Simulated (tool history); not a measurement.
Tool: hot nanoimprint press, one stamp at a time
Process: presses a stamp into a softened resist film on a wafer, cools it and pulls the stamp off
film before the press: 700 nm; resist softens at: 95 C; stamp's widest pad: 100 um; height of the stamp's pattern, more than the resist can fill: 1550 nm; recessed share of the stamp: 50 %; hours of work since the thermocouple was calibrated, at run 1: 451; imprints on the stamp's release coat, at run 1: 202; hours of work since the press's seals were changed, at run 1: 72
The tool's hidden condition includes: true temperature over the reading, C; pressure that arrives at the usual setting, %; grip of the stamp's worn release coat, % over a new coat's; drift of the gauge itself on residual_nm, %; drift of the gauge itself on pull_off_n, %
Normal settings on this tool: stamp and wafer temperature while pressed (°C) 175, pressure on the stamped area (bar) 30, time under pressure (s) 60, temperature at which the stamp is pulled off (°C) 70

run	hour	stamp and wafer temperature while pressed (°C)	pressure on the stamped area (bar)	time under pressure (s)	temperature at which the stamp is pulled off (°C)	hours of work since the thermocouple was calibrated	imprints on the stamp's release coat	hours of work since the press's seals were changed	resist left under the stamp's widest pad (angstrom)	greatest force while the stamp is pulled off (N)
1	0	175	30	60	70	451	202	72	2568	117
2	75.1	175	30	60	70	483	354	104	2548	118
# hour 121.7: plate thermocouple calibrated
3	141.1	175	30	60	70	8	481	131	2556	122
4	196.1	175	32.4	60	70	31	593	154	2460	122
5	266.1	175	30	31	70	61	734	183	3221	122
6	298.1	175	30	31	70	74	799	197	3219	124
7	338.7	175	30	31	70	92	881	214	3220	123
# hour 384: stamp cleaned and given a new release coat
8	384.4	175	30	60	70	108	0	231	2556	115
9	438.8	175	30	60	70	131	110	254	2548	115
10	487.5	175	30	60	70	152	209	274	2556	123
11	534.1	175	30	60	70	172	303	294	2556	124
12	593.6	175	20.8	60	70	197	424	319	3110	117
13	653.7	175	30	60	70	222	545	344	2539	122
14	715	175	30	60	70	248	669	370	2560	120
15	768.2	175	30	60	70	270	777	393	2539	122
16	803.6	175	30	60	73	285	848	408	2540	119
# hour 863.4: stamp cleaned and given a new release coat
17	865.6	182	35.6	65	72	309	4	431	1684	120
18	915.1	175	30	53	70	330	105	452	2641	120
19	976.9	170	30.1	54	70	356	230	478	3207	118
20	1037.3	170	30.1	54	70	381	352	504	3199	122
21	1110.3	175	30	108	70	412	499	535	2033	126
22	1151.1	175	30	60	57	429	582	552	2517	132

Expected results for the next run?
23	1224.9	166	48	30	62	461	731	583	?	?

resist left under the stamp's widest pad (angstrom): 3568
greatest force while the stamp is pulled off (N): 135
The same run, on a tool lacking any hidden state, would have yielded resist left under the stamp's widest pad (angstrom) 3628, greatest force while the stamp is pulled off (N) 133.

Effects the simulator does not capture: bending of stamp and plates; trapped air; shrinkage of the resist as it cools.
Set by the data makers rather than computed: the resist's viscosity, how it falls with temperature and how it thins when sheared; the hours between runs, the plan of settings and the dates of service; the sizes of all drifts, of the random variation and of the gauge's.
